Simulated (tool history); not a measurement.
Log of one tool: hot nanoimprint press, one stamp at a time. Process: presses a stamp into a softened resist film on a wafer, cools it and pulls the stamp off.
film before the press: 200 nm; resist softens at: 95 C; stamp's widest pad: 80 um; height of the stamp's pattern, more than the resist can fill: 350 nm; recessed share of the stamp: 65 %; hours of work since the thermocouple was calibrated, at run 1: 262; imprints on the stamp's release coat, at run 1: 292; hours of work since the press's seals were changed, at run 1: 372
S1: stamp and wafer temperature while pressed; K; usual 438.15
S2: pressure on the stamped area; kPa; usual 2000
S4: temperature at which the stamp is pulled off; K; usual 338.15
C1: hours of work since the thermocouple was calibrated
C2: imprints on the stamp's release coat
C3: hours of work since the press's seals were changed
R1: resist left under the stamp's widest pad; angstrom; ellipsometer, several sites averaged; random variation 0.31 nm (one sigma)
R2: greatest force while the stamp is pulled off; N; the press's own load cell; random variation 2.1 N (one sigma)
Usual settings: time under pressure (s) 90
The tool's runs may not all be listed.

run 1 hour=0.0 | S1=438.15 S2=2000 time_under_pressure_(s)=90 S4=338.15 | C1=262 C2=292 C3=372 | R1=862 R2=100
run 2 hour=32.6 | S1=438.15 S2=2000 time_under_pressure_(s)=90 S4=338.15 | C1=284 C2=413 C3=393 | R1=869 R2=104
run 3 hour=55.1 | S1=438.15 S2=2000 time_under_pressure_(s)=90 S4=338.15 | C1=299 C2=496 C3=408 | R1=871 R2=101
run 4 hour=94.9 | S1=438.15 S2=2000 time_under_pressure_(s)=90 S4=338.15 | C1=326 C2=644 C3=435 | R1=873 R2=109
run 5 hour=119.1 | S1=438.15 S2=2000 time_under_pressure_(s)=90 S4=338.15 | C1=342 C2=733 C3=451 | R1=873 R2=110
run 6 hour=149.8 | S1=438.15 S2=2000 time_under_pressure_(s)=90 S4=338.15 | C1=362 C2=847 C3=472 | R1=877 R2=111
run 7 hour=201.1 | S1=438.15 S2=2000 time_under_pressure_(s)=90 S4=338.15 | C1=397 C2=1037 C3=506 | R1=880 R2=117
run 8 hour=246.1 | S1=438.15 S2=2000 time_under_pressure_(s)=70 S4=338.15 | C1=427 C2=1204 C3=536 | R1=967 R2=125
run 9 hour=280.6 | S1=438.15 S2=2000 time_under_pressure_(s)=90 S4=338.15 | C1=450 C2=1332 C3=560 | R1=883 R2=118
run 10 hour=318.8 | S1=438.15 S2=2000 time_under_pressure_(s)=90 S4=338.15 | C1=476 C2=1473 C3=585 | R1=888 R2=130
run 11 hour=356.5 | S1=438.15 S2=2000 time_under_pressure_(s)=96 S4=338.15 | C1=501 C2=1613 C3=610 | R1=872 R2=131
run 12 hour=400.1 | S1=438.15 S2=2000 time_under_pressure_(s)=96 S4=338.15 | C1=530 C2=1774 C3=640 | R1=868 R2=137
run 13 hour=450.6 | S1=438.15 S2=2000 time_under_pressure_(s)=96 S4=338.15 | C1=564 C2=1961 C3=673 | R1=875 R2=146
run 14 hour=482.1 | S1=438.15 S2=2000 time_under_pressure_(s)=90 S4=338.15 | C1=585 C2=2078 C3=695 | R1=897 R2=145
-- hour=491.3 stamp cleaned and given a new release coat
-- hour=505.2 plate thermocouple calibrated
run 15 hour=521.0 | S1=438.15 S2=2000 time_under_pressure_(s)=90 S4=338.15 | C1=11 C2=99 C3=715 | R1=841 R2=94
run 16 hour=545.5 | S1=438.15 S2=2510 time_under_pressure_(s)=49 S4=329.15 | C1=27 C2=189 C3=731 | R1=933 R2=118
run 17 hour=586.8 | S1=438.15 S2=2510 time_under_pressure_(s)=102 S4=328.15 | C1=55 C2=342 C3=759 | R1=717 R2=118
run 18 hour=633.5 | S1=438.15 S2=2510 time_under_pressure_(s)=102 S4=328.15 | C1=86 C2=515 C3=790 | R1=725 R2=126
run 19 hour=684.6 | S1=434.15 S2=2000 time_under_pressure_(s)=53 S4=338.15 | C1=120 C2=704 C3=824 | R1=1224 R2=108
-- hour=703.2 press's hydraulic seals changed and the load cell set to zero
run 20 hour=720.0 | S1=446.15 S2=1630 time_under_pressure_(s)=97 S4=323.15 | C1=139 C2=806 C3=11 | R1=606 R2=146
run 21 hour=744.5 | S1=446.15 S2=1630 time_under_pressure_(s)=97 S4=323.15 | C1=155 C2=897 C3=28 | R1=601 R2=152
run 22 hour=795.6 | S1=446.15 S2=1630 time_under_pressure_(s)=97 S4=323.15 | C1=189 C2=1086 C3=62 | R1=606 R2=160
run 23 hour=840.1 | S1=446.15 S2=1630 time_under_pressure_(s)=97 S4=323.15 | C1=219 C2=1251 C3=92 | R1=607 R2=168
run 24 hour=894.5 | S1=438.15 S2=2000 time_under_pressure_(s)=102 S4=329.15 | C1=255 C2=1452 C3=128 | R1=798 R2=155

Forecast run 25:
run 25 hour=945.2 | S1=438.15 S2=2000 time_under_pressure_(s)=90 S4=338.15 | C1=289 C2=1640 C3=162 | R1=? R2=?

Run 25 gave R1 841 angstrom, R2 135 N.
Without the tool's hidden state the same run would have given R1 824 angstrom, R2 94 N.
